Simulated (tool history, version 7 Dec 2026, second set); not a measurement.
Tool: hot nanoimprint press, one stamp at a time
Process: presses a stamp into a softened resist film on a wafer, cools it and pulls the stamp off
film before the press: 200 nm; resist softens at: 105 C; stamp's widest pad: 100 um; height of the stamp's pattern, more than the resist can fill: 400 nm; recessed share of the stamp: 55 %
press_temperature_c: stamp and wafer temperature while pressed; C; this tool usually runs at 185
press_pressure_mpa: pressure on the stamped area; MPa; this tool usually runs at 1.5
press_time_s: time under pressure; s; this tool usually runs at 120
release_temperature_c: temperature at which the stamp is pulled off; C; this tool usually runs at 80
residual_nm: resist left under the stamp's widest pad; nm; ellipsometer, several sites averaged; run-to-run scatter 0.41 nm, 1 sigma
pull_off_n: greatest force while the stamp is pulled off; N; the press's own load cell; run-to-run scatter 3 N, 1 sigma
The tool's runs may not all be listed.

Run 1, hour 0: usual settings. Result: residual_nm 75.4 nm, pull_off_n 233 N.
Run 2, hour 15.1: usual settings. Result: residual_nm 75.6 nm, pull_off_n 241 N.
Run 3, hour 30.5: usual settings. Result: residual_nm 75.6 nm, pull_off_n 242 N.
Run 4, hour 38.4: usual settings. Result: residual_nm 74.9 nm, pull_off_n 242 N.
Run 5, hour 52.6: usual settings. Result: residual_nm 74.7 nm, pull_off_n 248 N.
Run 6, hour 65.2: usual settings but press_time_s 116 s. Result: residual_nm 76.9 nm, pull_off_n 243 N.
Run 7, hour 74.4: usual settings but press_time_s 116 s. Result: residual_nm 77.2 nm, pull_off_n 251 N.
Run 8, hour 90.5: usual settings but press_temperature_c 179 C. Result: residual_nm 90.7 nm, pull_off_n 248 N.
Run 9, hour 105.7: usual settings but press_temperature_c 179 C. Result: residual_nm 91.4 nm, pull_off_n 249 N.
Run 10, hour 115.1: usual settings but press_temperature_c 179 C. Result: residual_nm 91.2 nm, pull_off_n 257 N.
Run 11, hour 129.7: usual settings but press_temperature_c 179 C. Result: residual_nm 91.6 nm, pull_off_n 258 N.
Run 12, hour 149.1: usual settings. Result: residual_nm 73.1 nm, pull_off_n 264 N.
Run 13, hour 161.4: usual settings. Result: residual_nm 73.8 nm, pull_off_n 258 N.
Run 14, hour 176.7: usual settings but press_temperature_c 193 C, press_pressure_mpa 1.05 MPa. Result: residual_nm 70.8 nm, pull_off_n 256 N.
Run 15, hour 194.4: usual settings but press_temperature_c 187 C, press_pressure_mpa 1.05 MPa, release_temperature_c 72 C. Result: residual_nm 82.8 nm, pull_off_n 156 N.
Run 16, hour 205.6: usual settings but press_temperature_c 192 C, press_pressure_mpa 1.66 MPa. Result: residual_nm 56.9 nm, pull_off_n 143 N.
Run 17, hour 216.7: usual settings but press_temperature_c 177 C, press_pressure_mpa 1.3 MPa, release_temperature_c 68 C. Result: residual_nm 101.1 nm, pull_off_n 165 N.
Run 18, hour 225: usual settings but press_temperature_c 180 C, press_pressure_mpa 1.55 MPa, release_temperature_c 68 C. Result: residual_nm 84.4 nm, pull_off_n 173 N.
Run 19, hour 233.2: usual settings but press_temperature_c 180 C, press_pressure_mpa 1.55 MPa, release_temperature_c 68 C. Result: residual_nm 84.5 nm, pull_off_n 176 N.
Run 20, hour 242: usual settings but press_temperature_c 180 C, press_pressure_mpa 1.55 MPa, release_temperature_c 68 C. Result: residual_nm 84.7 nm, pull_off_n 174 N.
Run 21, hour 254: usual settings but press_pressure_mpa 1.37 MPa, press_time_s 91 s, release_temperature_c 68 C. Result: residual_nm 86.4 nm, pull_off_n 176 N.
Run 22, hour 261.1: usual settings but press_pressure_mpa 1.37 MPa, press_time_s 91 s, release_temperature_c 68 C. Result: residual_nm 85.7 nm, pull_off_n 174 N.
Run 23, hour 275.8: usual settings but press_pressure_mpa 2.34 MPa, press_time_s 218 s. Result: residual_nm 46.9 nm, pull_off_n 151 N.
Run 24, hour 284.3: usual settings but press_pressure_mpa 1.66 MPa, release_temperature_c 86 C. Result: residual_nm 70.8 nm, pull_off_n 134 N.
Run 25, hour 297.5: usual settings but press_pressure_mpa 1.66 MPa, release_temperature_c 86 C. Result: residual_nm 70.6 nm, pull_off_n 141 N.
Run 26, hour 305.9: usual settings but press_pressure_mpa 1.66 MPa, press_time_s 71 s, release_temperature_c 86 C. Result: residual_nm 86.7 nm, pull_off_n 135 N.

Between the runs listed above, the log contained 3 entries, not reproduced here. Where in the sequence does each belong, and how does what the log doesn't record of the tool's condition differ from the listed run before to the listed run after?
Between runs 8 and 9: plate thermocouple calibrated (hour 94.4)
  true temperature over the reading, C: -1.06 -> -1.23; pressure that arrives at the usual setting, %: 99.25 -> 99.22; grip of the stamp's worn release coat, % over a new coat's: 73.8 -> 74.8
  the result without the hidden state subtracted from the measured one, residual_nm: +3.2 -> +3.6 nm; pull_off_n: +108 -> +110 N
Between runs 11 and 12: plate thermocouple calibrated, once more (hour 133.5)
  true temperature over the reading, C: -1.28 -> -0.02; pressure that arrives at the usual setting, %: 99.15 -> 99.11; grip of the stamp's worn release coat, % over a new coat's: 76.8 -> 78.3
  the result without the hidden state subtracted from the measured one, residual_nm: +3.8 -> +0.4 nm; pull_off_n: +115 -> +116 N
Between runs 14 and 15: stamp cleaned and given a new release coat (hour 188.2)
  true temperature over the reading, C: -0.09 -> -0.11; pressure that arrives at the usual setting, %: 99.03 -> 99; grip of the stamp's worn release coat, % over a new coat's: 80.6 -> 0.4
  the result without the hidden state subtracted from the measured one, residual_nm: +0.4 -> +0.6 nm; pull_off_n: +114 -> +1 N
